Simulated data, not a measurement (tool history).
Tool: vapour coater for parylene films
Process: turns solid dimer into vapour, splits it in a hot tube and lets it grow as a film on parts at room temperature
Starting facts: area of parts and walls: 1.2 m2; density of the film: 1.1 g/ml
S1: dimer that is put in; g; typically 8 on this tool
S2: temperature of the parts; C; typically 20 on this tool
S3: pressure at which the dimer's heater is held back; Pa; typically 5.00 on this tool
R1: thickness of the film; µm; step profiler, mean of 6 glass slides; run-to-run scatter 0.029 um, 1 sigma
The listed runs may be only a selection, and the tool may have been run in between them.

Run 1, hour 0.0: usual settings. Result: R1 4.27 µm.
Run 2, hour 31.1: usual settings. Result: R1 4.27 µm.
Run 3, hour 48.9: usual settings. Result: R1 4.26 µm.
Run 4, hour 80.8: usual settings but S3 5.49 Pa. Result: R1 4.21 µm.
Run 5, hour 113.5: usual settings but S3 8.47 Pa. Result: R1 3.96 µm.
Run 6, hour 140.1: usual settings but S3 8.47 Pa. Result: R1 3.96 µm.
Run 7, hour 170.8: usual settings but S3 8.47 Pa. Result: R1 3.94 µm.
Run 8, hour 202.2: usual settings but S2 18 C, S3 8.47 Pa. Result: R1 4.17 µm.
Run 9, hour 221.9: usual settings but S2 18 C, S3 8.47 Pa. Result: R1 4.10 µm.
Run 10, hour 247.3: usual settings but S2 16 C. Result: R1 4.45 µm.
Run 11, hour 268.7: usual settings but S2 16 C. Result: R1 4.47 µm.
At hour 300.1: trap's valve overhauled.
Run 12, hour 307.1: usual settings but S2 16 C. Result: R1 4.32 µm.
Run 13, hour 326.0: usual settings but S2 16 C. Result: R1 4.34 µm.
Run 14, hour 342.0: usual settings but S2 16 C. Result: R1 4.32 µm.
Run 15, hour 374.7: usual settings. Result: R1 3.96 µm.
Run 16, hour 397.7: usual settings. Result: R1 3.96 µm.
Run 17, hour 418.3: usual settings. Result: R1 3.98 µm.
Run 18, hour 439.5: usual settings. Result: R1 3.92 µm.
At hour 450.0: trap's valve overhauled, once more.
Run 19, hour 469.5: usual settings. Result: R1 4.39 µm.
Run 20, hour 502.0: usual settings. Result: R1 4.40 µm.
Run 21, hour 517.0: usual settings. Result: R1 4.36 µm.
Run 22, hour 542.5: usual settings but S1 10 g. Result: R1 5.49 µm.
Run 23, hour 556.6: usual settings. Result: R1 4.30 µm.
Run 24, hour 571.7: usual settings but S1 6 g. Result: R1 3.28 µm.
Run 25, hour 594.8: usual settings but S1 6 g. Result: R1 3.22 µm.
Run 26, hour 622.3: usual settings but S1 13 g, S2 13 C, S3 6.55 Pa. Result: R1 7.71 µm.
Run 27, hour 656.7: usual settings but S1 13 g, S2 13 C, S3 6.55 Pa. Result: R1 7.78 µm.
Run 28, hour 677.4: usual settings but S1 13 g, S2 13 C, S3 6.55 Pa. Result: R1 7.80 µm.
Run 29, hour 701.4: usual settings but S1 3 g, S2 16 C, S3 7.17 Pa. Result: R1 1.70 µm.
Run 30, hour 719.6: usual settings but S1 5 g, S2 16 C, S3 2.40 Pa. Result: R1 3.10 µm.
Run 31, hour 739.4: usual settings but S2 29 C, S3 9.28 Pa. Result: R1 3.37 µm.
Run 32, hour 772.2: usual settings but S2 29 C, S3 9.28 Pa. Result: R1 3.36 µm.
Run 33, hour 792.7: usual settings but S1 6 g, S2 29 C, S3 2.45 Pa. Result: R1 2.83 µm.
Run 34, hour 823.9: usual settings but S1 6 g, S2 29 C, S3 2.45 Pa. Result: R1 2.81 µm.
Run 35, hour 849.6: usual settings but S3 3.60 Pa. Result: R1 4.26 µm.
Run 36, hour 874.4: usual settings but S3 3.60 Pa. Result: R1 4.29 µm.
Run 37, hour 900.7: usual settings but S1 4 g, S3 3.60 Pa. Result: R1 2.14 µm.
Run 38, hour 927.1: usual settings but S1 13 g. Result: R1 6.73 µm.
Run 39, hour 942.8: usual settings but S2 26 C, S3 4.72 Pa. Result: R1 3.66 µm.
Run 40, hour 976.1: usual settings but S1 5 g, S2 17 C. Result: R1 2.71 µm.
Run 41, hour 1004.4: usual settings but S3 11.25 Pa. Result: R1 3.84 µm.
At hour 1018.5: trap's valve overhauled.
Run 42, hour 1032.8: usual settings but S1 3 g, S2 24 C, S3 5.72 Pa. Result: R1 1.52 µm.

Expected results for the next run?
Run 43, hour 1064.6: usual settings but S1 4 g, S2 19 C, S3 4.08 Pa. Result: R1 ?.

For run 43 the tool returned R1 2.29 µm.
Were there no unlogged condition in the tool, this run, its random variation unchanged, would have produced R1 2.32 µm.

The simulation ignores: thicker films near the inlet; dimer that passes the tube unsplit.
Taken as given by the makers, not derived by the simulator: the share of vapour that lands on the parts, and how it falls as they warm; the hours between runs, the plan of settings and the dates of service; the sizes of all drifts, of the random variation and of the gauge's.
